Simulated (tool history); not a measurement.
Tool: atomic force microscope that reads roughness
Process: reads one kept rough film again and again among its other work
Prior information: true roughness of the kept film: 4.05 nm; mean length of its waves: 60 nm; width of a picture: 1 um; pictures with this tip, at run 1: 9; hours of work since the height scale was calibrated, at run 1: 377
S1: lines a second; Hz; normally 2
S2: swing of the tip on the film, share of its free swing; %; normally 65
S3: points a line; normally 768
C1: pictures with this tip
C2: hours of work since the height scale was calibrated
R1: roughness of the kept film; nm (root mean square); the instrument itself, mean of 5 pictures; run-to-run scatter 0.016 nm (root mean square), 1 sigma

{"run": 1, "hour": 0.0, "S1": 2, "S2": 65, "S3": 768, "C1": 9, "C2": 377, "R1": 3.693}
{"run": 2, "hour": 77.9, "S1": 2, "S2": 65, "S3": 760, "C1": 126, "C2": 429, "R1": 3.54}
{"run": 3, "hour": 137.3, "S1": 2, "S2": 62, "S3": 760, "C1": 215, "C2": 468, "R1": 3.446}
{"run": 4, "hour": 188.2, "S1": 2, "S2": 62, "S3": 760, "C1": 291, "C2": 502, "R1": 3.344}
{"hour": 220.9, "done": "new tip fitted"}
{"run": 5, "hour": 272.8, "S1": 2, "S2": 65, "S3": 768, "C1": 77, "C2": 558, "R1": 3.579}
{"run": 6, "hour": 327.5, "S1": 2, "S2": 65, "S3": 768, "C1": 159, "C2": 594, "R1": 3.484}
{"run": 7, "hour": 407.8, "S1": 2, "S2": 65, "S3": 768, "C1": 280, "C2": 648, "R1": 3.318}
{"hour": 447.7, "done": "new tip fitted"}
{"run": 8, "hour": 481.7, "S1": 2, "S2": 65, "S3": 323, "C1": 51, "C2": 697, "R1": 3.606}
{"run": 9, "hour": 535.7, "S1": 2, "S2": 65, "S3": 768, "C1": 132, "C2": 732, "R1": 3.501}
{"run": 10, "hour": 583.3, "S1": 2, "S2": 65, "S3": 768, "C1": 203, "C2": 764, "R1": 3.41}
{"run": 11, "hour": 639.1, "S1": 2, "S2": 65, "S3": 768, "C1": 287, "C2": 801, "R1": 3.302}
{"hour": 679.5, "done": "new tip fitted"}
{"run": 12, "hour": 679.5, "S1": 2, "S2": 65, "S3": 768, "C1": 0, "C2": 828, "R1": 3.669}
{"run": 13, "hour": 720.9, "S1": 0.67, "S2": 65, "S3": 768, "C1": 62, "C2": 855, "R1": 3.671}
{"run": 14, "hour": 798.5, "S1": 2.81, "S2": 65, "S3": 768, "C1": 178, "C2": 907, "R1": 3.371}
{"run": 15, "hour": 859.1, "S1": 2.81, "S2": 65, "S3": 768, "C1": 269, "C2": 947, "R1": 3.252}
{"hour": 906.8, "done": "new tip fitted"}
{"run": 16, "hour": 923.3, "S1": 1.43, "S2": 60, "S3": 267, "C1": 25, "C2": 990, "R1": 3.667}
{"run": 17, "hour": 1001.2, "S1": 2.34, "S2": 82, "S3": 498, "C1": 142, "C2": 1041, "R1": 3.279}
{"run": 18, "hour": 1060.6, "S1": 0.89, "S2": 82, "S3": 398, "C1": 231, "C2": 1081, "R1": 3.355}
{"run": 19, "hour": 1096.7, "S1": 0.54, "S2": 82, "S3": 538, "C1": 285, "C2": 1105, "R1": 3.321}
{"hour": 1135.1, "done": "new tip fitted"}
{"run": 20, "hour": 1152.5, "S1": 0.54, "S2": 82, "S3": 538, "C1": 26, "C2": 1142, "R1": 3.654}
{"run": 21, "hour": 1221.5, "S1": 0.54, "S2": 82, "S3": 538, "C1": 129, "C2": 1188, "R1": 3.515}
{"run": 22, "hour": 1293.8, "S1": 1.03, "S2": 59, "S3": 768, "C1": 238, "C2": 1236, "R1": 3.417}

What if the next run were any one of these 5? Each begins from the tool's condition after run 22:
{"hour": 1360.7, "done": "new tip fitted"}
{"run": "A", "hour": 1372.0, "S1": 1.07, "S2": 69, "S3": 348, "C1": 17, "C2": 1287, "R1": "?"}
{"hour": 1360.7, "done": "new tip fitted"}
{"run": "B", "hour": 1372.0, "S1": 2.66, "S2": 84, "S3": 505, "C1": 17, "C2": 1287, "R1": "?"}
{"hour": 1360.7, "done": "new tip fitted"}
{"run": "C", "hour": 1372.0, "S1": 1.73, "S2": 63, "S3": 768, "C1": 17, "C2": 1287, "R1": "?"}
{"hour": 1360.7, "done": "new tip fitted"}
{"run": "D", "hour": 1372.0, "S1": 2.29, "S2": 65, "S3": 871, "C1": 17, "C2": 1287, "R1": "?"}
{"hour": 1360.7, "done": "new tip fitted"}
{"run": "E", "hour": 1372.0, "S1": 2, "S2": 72, "S3": 465, "C1": 17, "C2": 1287, "R1": "?"}

run=A R1=3.639
run=B R1=3.327
run=C R1=3.673
run=D R1=3.62
run=E R1=3.56
What these runs would have given with no unlogged condition in the tool:
run=A R1=3.769
run=B R1=3.447
run=C R1=3.804
run=D R1=3.75
run=E R1=3.687
